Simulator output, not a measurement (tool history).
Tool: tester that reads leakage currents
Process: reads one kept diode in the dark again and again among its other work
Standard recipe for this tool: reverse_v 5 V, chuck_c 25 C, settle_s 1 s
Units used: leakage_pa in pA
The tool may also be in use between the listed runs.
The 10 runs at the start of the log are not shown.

run,hour,reverse_v,chuck_c,settle_s,hours of work since the probe card was cleaned,hours of work since the tester was calibrated,hours of work since the chuck was calibrated,leakage_pa
11,550.2,5,21,1,955,1382,400,43.22
12,624.7,5,25,0.35,1003,1430,447,63.44
13,706.9,5,25,0.35,1055,1482,500,63.27
14,769.4,5,25,0.35,1095,1522,540,62.5
15,838.6,5,25,0.35,1139,1566,584,62.58
16,895.7,5,25,0.35,1175,1602,620,61.9
# hour 926.3: chuck's temperature calibrated
17,983.2,5,25,1,1230,1657,36,56.36
18,1021.1,4.07,28,0.48,1254,1681,60,67.77
19,1057.2,8.1,25,1,1277,1704,83,68.02
20,1124.9,1.4,59,0.63,1320,1747,127,558.79
21,1210.5,1.4,59,0.63,1374,1802,181,552.95
22,1248.9,3.19,43,3.94,1399,1826,206,209.56
23,1323.9,3.19,43,3.94,1447,1874,253,206.48
24,1363,3.19,43,3.94,1472,1899,278,206.58
# hour 1402.8: chuck's temperature calibrated, once more
25,1415.7,12.58,29,2.24,1504,1931,8,136.91
26,1480,2.11,59,0.38,1545,1972,49,765.04
27,1524.6,2.11,59,0.38,1573,2000,78,757.58
28,1595,13.67,59,0.81,1618,2045,122,1465.84
29,1665.4,1.38,47,0.43,1663,2090,167,255.3
30,1737.5,3.33,33,1,1709,2136,213,110.33
31,1785.5,1.4,25,2.33,1740,2167,244,39.14
32,1840,1.4,25,2.33,1774,2201,279,38.56
33,1901,2.24,35,3.43,1813,2240,317,109.19

Consider 3 possible next runs. They are alternatives, not a sequence: every one starts from the tool as it was left by run 33. What does each give?
A,1946.7,3.85,35,0.78,1842,2269,346,?
B,1946.7,5,31,1,1842,2269,346,?
C,1946.7,7.27,49,1.83,1842,2269,346,?

run,leakage_pa
A,134.66
B,105.34
C,522.93
Without the tool's hidden state the same runs would have given:
run,leakage_pa
A,140.14
B,107.84
C,548.97
